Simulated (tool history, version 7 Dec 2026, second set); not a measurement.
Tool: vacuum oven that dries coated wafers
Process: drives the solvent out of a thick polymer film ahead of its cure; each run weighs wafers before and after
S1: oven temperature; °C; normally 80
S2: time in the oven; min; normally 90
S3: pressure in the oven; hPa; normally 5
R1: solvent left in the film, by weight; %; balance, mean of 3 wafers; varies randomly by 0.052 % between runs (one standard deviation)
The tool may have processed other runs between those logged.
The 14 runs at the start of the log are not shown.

{"run": 15, "hour": 526.8, "S1": 73, "S2": 46, "S3": 5, "R1": 7.59}
{"run": 16, "hour": 559.1, "S1": 80, "S2": 90, "S3": 5, "R1": 1.04}
{"hour": 565.0, "done": "vacuum gauge cleaned of residue and calibrated"}
{"run": 17, "hour": 584.2, "S1": 74, "S2": 90, "S3": 5, "R1": 2.82}
{"run": 18, "hour": 607.3, "S1": 80, "S2": 90, "S3": 5, "R1": 1.08}
{"run": 19, "hour": 643.3, "S1": 80, "S2": 90, "S3": 5, "R1": 1.16}
{"run": 20, "hour": 677.9, "S1": 80, "S2": 90, "S3": 5, "R1": 1.05}
{"hour": 721.4, "done": "vacuum gauge cleaned of residue and calibrated, once more"}
{"run": 21, "hour": 729.8, "S1": 80, "S2": 90, "S3": 5, "R1": 0.96}
{"run": 22, "hour": 776.9, "S1": 80, "S2": 90, "S3": 5, "R1": 0.96}
{"run": 23, "hour": 820.1, "S1": 80, "S2": 90, "S3": 11.08, "R1": 1.2}
{"run": 24, "hour": 866.8, "S1": 80, "S2": 145, "S3": 3.41, "R1": 0.23}
{"run": 25, "hour": 904.7, "S1": 68, "S2": 53, "S3": 12.45, "R1": 9.09}
{"run": 26, "hour": 950.7, "S1": 68, "S2": 53, "S3": 12.45, "R1": 9.34}
{"run": 27, "hour": 977.3, "S1": 83, "S2": 90, "S3": 5, "R1": 0.54}
{"run": 28, "hour": 1019.5, "S1": 68, "S2": 90, "S3": 5, "R1": 5.16}
{"run": 29, "hour": 1062.9, "S1": 67, "S2": 90, "S3": 5, "R1": 5.86}
{"run": 30, "hour": 1092.6, "S1": 88, "S2": 90, "S3": 5, "R1": 0.23}
{"run": 31, "hour": 1132.0, "S1": 90, "S2": 90, "S3": 5, "R1": 0.13}
{"run": 32, "hour": 1157.8, "S1": 86, "S2": 126, "S3": 11.12, "R1": 0.31}
{"run": 33, "hour": 1181.7, "S1": 67, "S2": 51, "S3": 9.48, "R1": 9.62}
{"run": 34, "hour": 1207.4, "S1": 73, "S2": 51, "S3": 9.48, "R1": 6.51}

Run 35 is up next; what results do you expect?
{"run": 35, "hour": 1238.6, "S1": 85, "S2": 124, "S3": 12.57, "R1": "?"}

Run 35 yielded R1 0.42 %.
If the tool had no hidden condition, the same run with the same run-to-run variation would have returned R1 0.48 %.
